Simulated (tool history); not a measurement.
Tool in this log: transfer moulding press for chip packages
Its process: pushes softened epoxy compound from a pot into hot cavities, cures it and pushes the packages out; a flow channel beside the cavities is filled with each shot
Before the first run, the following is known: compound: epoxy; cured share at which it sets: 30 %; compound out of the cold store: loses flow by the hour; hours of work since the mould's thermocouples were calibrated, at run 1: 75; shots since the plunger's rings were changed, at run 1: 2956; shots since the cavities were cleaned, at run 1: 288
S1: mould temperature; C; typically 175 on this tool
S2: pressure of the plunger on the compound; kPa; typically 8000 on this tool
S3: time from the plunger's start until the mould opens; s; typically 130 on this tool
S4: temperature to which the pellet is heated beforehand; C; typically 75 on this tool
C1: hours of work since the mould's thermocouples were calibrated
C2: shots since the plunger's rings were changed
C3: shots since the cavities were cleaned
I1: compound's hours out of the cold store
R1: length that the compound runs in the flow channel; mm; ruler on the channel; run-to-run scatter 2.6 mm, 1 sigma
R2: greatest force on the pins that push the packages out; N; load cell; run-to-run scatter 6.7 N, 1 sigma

| run | hour | S1 | S2 | S3 | S4 | C1 | C2 | C3 | I1 | R1 | R2 |
|---|---|---|---|---|---|---|---|---|---|---|---|
| 1 | 0 | 175 | 8000 | 130 | 75 | 75 | 2956 | 288 | 36.2 | 867 | 286 |
| 2 | 13.7 | 175 | 8000 | 130 | 75 | 85 | 3099 | 431 | 12.3 | 980 | 291 |
| 3 | 25 | 175 | 8000 | 130 | 75 | 93 | 3216 | 548 | 48 | 818 | 276 |
| 4 | 37.1 | 175 | 8000 | 130 | 75 | 102 | 3341 | 673 | 42.3 | 839 | 285 |
| 5 | 50.3 | 175 | 8000 | 148 | 75 | 112 | 3479 | 811 | 42 | 837 | 282 |
| 6 | 60.2 | 175 | 8000 | 130 | 75 | 119 | 3582 | 914 | 47.6 | 822 | 290 |
| 7 | 72.2 | 175 | 8000 | 130 | 75 | 128 | 3706 | 1038 | 29.8 | 891 | 288 |
|  | 78.6 | cavities cleaned with cleaning compound and waxed |
| 8 | 90.9 | 183 | 8000 | 130 | 75 | 140 | 3885 | 128 | 34.7 | 843 | 270 |
| 9 | 108.3 | 175 | 8000 | 130 | 75 | 153 | 4066 | 309 | 46.8 | 820 | 277 |
| 10 | 123.8 | 175 | 7290 | 130 | 75 | 165 | 4227 | 470 | 39.5 | 814 | 284 |
|  | 140.8 | plunger's sealing rings changed |
| 11 | 141.9 | 175 | 7290 | 130 | 75 | 176 | 12 | 633 | 25.7 | 874 | 301 |
| 12 | 152.7 | 175 | 7290 | 130 | 75 | 184 | 124 | 745 | 40.7 | 810 | 302 |
| 13 | 169.2 | 175 | 8010 | 130 | 75 | 196 | 295 | 916 | 38.2 | 859 | 294 |
| 14 | 177.4 | 175 | 8010 | 130 | 68 | 202 | 380 | 1001 | 28.9 | 898 | 295 |
|  | 186.1 | cavities cleaned with cleaning compound and waxed |
| 15 | 189.7 | 175 | 7390 | 130 | 75 | 210 | 493 | 37 | 12.7 | 930 | 297 |
| 16 | 199.6 | 175 | 8000 | 113 | 75 | 217 | 596 | 140 | 17.7 | 947 | 355 |
| 17 | 215.5 | 175 | 8000 | 113 | 75 | 229 | 761 | 305 | 33.2 | 880 | 329 |
| 18 | 230.7 | 175 | 9140 | 116 | 70 | 240 | 919 | 463 | 21.6 | 998 | 336 |
| 19 | 244.1 | 175 | 9940 | 130 | 69 | 250 | 1058 | 602 | 42.3 | 936 | 293 |
| 20 | 257.3 | 175 | 9940 | 130 | 69 | 260 | 1196 | 740 | 14.7 | 1075 | 298 |
| 21 | 274 | 175 | 9890 | 126 | 75 | 272 | 1369 | 913 | 20.8 | 1042 | 295 |
| 22 | 289.6 | 175 | 8000 | 130 | 84 | 283 | 1532 | 1076 | 35.4 | 865 | 306 |
|  | 292.4 | cavities cleaned with cleaning compound and waxed |
| 23 | 304.2 | 173 | 8000 | 130 | 76 | 293 | 1668 | 123 | 27.8 | 908 | 320 |
| 24 | 320.1 | 173 | 8000 | 128 | 76 | 305 | 1833 | 288 | 17.7 | 957 | 316 |
| 25 | 336.5 | 175 | 8000 | 118 | 68 | 317 | 2004 | 459 | 46.1 | 826 | 298 |
| 26 | 345.6 | 175 | 8000 | 118 | 68 | 323 | 2098 | 553 | 44.2 | 831 | 313 |
| 27 | 360.9 | 176 | 8300 | 119 | 81 | 335 | 2257 | 712 | 16.1 | 968 | 311 |

Estimate the outcome of run 28 from the log above:
| 28 | 372.8 | 181 | 8300 | 133 | 79 | 343 | 2381 | 836 | 10.4 | ? | ? |

R1: 977 mm
R2: 270 N
On a tool with no hidden condition, and with the same random variation, this run would have come out at R1 978 mm, R2 266 N.
